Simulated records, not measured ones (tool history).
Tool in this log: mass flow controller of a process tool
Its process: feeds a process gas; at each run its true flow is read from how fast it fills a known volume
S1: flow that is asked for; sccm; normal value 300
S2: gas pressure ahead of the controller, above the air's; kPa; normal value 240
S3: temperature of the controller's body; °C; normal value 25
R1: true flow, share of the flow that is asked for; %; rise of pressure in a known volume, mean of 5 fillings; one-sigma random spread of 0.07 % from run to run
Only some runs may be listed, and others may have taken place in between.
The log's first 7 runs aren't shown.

{"run": 8, "hour": 2033.5, "S1": 300, "S2": 240, "S3": 30, "R1": 103.53}
{"run": 9, "hour": 2326.7, "S1": 300, "S2": 174, "S3": 25, "R1": 104.1}
{"run": 10, "hour": 2632.9, "S1": 300, "S2": 174, "S3": 25, "R1": 104.18}
{"hour": 2859.8, "done": "controller's zero set anew"}
{"run": 11, "hour": 3072.5, "S1": 300, "S2": 240, "S3": 25, "R1": 103.36}
{"run": 12, "hour": 3451.1, "S1": 300, "S2": 240, "S3": 25, "R1": 103.54}
{"run": 13, "hour": 3780.7, "S1": 300, "S2": 240, "S3": 25, "R1": 103.65}
{"run": 14, "hour": 3966.9, "S1": 300, "S2": 240, "S3": 25, "R1": 103.75}
{"run": 15, "hour": 4178.5, "S1": 300, "S2": 240, "S3": 25, "R1": 103.85}
{"run": 16, "hour": 4582.6, "S1": 300, "S2": 240, "S3": 35, "R1": 103.85}
{"run": 17, "hour": 4981.8, "S1": 160, "S2": 180, "S3": 24, "R1": 104.38}
{"run": 18, "hour": 5250.2, "S1": 84, "S2": 181, "S3": 39, "R1": 104.46}
{"run": 19, "hour": 5459.3, "S1": 259, "S2": 221, "S3": 24, "R1": 104.45}
{"run": 20, "hour": 5801.3, "S1": 259, "S2": 221, "S3": 28, "R1": 104.59}
{"hour": 5844.9, "done": "controller exchanged for a calibrated one"}
{"run": 21, "hour": 6235.5, "S1": 66, "S2": 204, "S3": 31, "R1": 99.18}
{"run": 22, "hour": 6649.9, "S1": 245, "S2": 183, "S3": 22, "R1": 100.12}
{"run": 23, "hour": 6879.6, "S1": 245, "S2": 183, "S3": 22, "R1": 100.31}
{"run": 24, "hour": 7073.4, "S1": 119, "S2": 169, "S3": 22, "R1": 100.1}
{"run": 25, "hour": 7303.5, "S1": 69, "S2": 197, "S3": 27, "R1": 100.18}
{"run": 26, "hour": 7701.2, "S1": 59, "S2": 211, "S3": 30, "R1": 100.28}
{"run": 27, "hour": 8102.4, "S1": 82, "S2": 150, "S3": 25, "R1": 100.94}
{"run": 28, "hour": 8444.9, "S1": 82, "S2": 150, "S3": 25, "R1": 101.19}
{"run": 29, "hour": 8812.4, "S1": 148, "S2": 219, "S3": 39, "R1": 100.48}
{"run": 30, "hour": 9192.3, "S1": 391, "S2": 205, "S3": 21, "R1": 101.32}
{"run": 31, "hour": 9626.4, "S1": 291, "S2": 142, "S3": 25, "R1": 101.55}

Forecast each of these 5 alternatives for the next run:
{"run": "A", "hour": 9904.8, "S1": 291, "S2": 264, "S3": 25, "R1": "?"}
{"run": "B", "hour": 9904.8, "S1": 273, "S2": 173, "S3": 22, "R1": "?"}
{"run": "C", "hour": 9904.8, "S1": 300, "S2": 217, "S3": 25, "R1": "?"}
{"run": "D", "hour": 9904.8, "S1": 220, "S2": 142, "S3": 32, "R1": "?"}
{"run": "E", "hour": 9904.8, "S1": 224, "S2": 271, "S3": 20, "R1": "?"}

run=A R1=101.03
run=B R1=101.61
run=C R1=101.43
run=D R1=101.54
run=E R1=100.93
The same runs, with their run-to-run variation unchanged, on a tool lacking any hidden condition would have given:
run=A R1=99.12
run=B R1=99.67
run=C R1=99.53
run=D R1=99.52
run=E R1=98.92
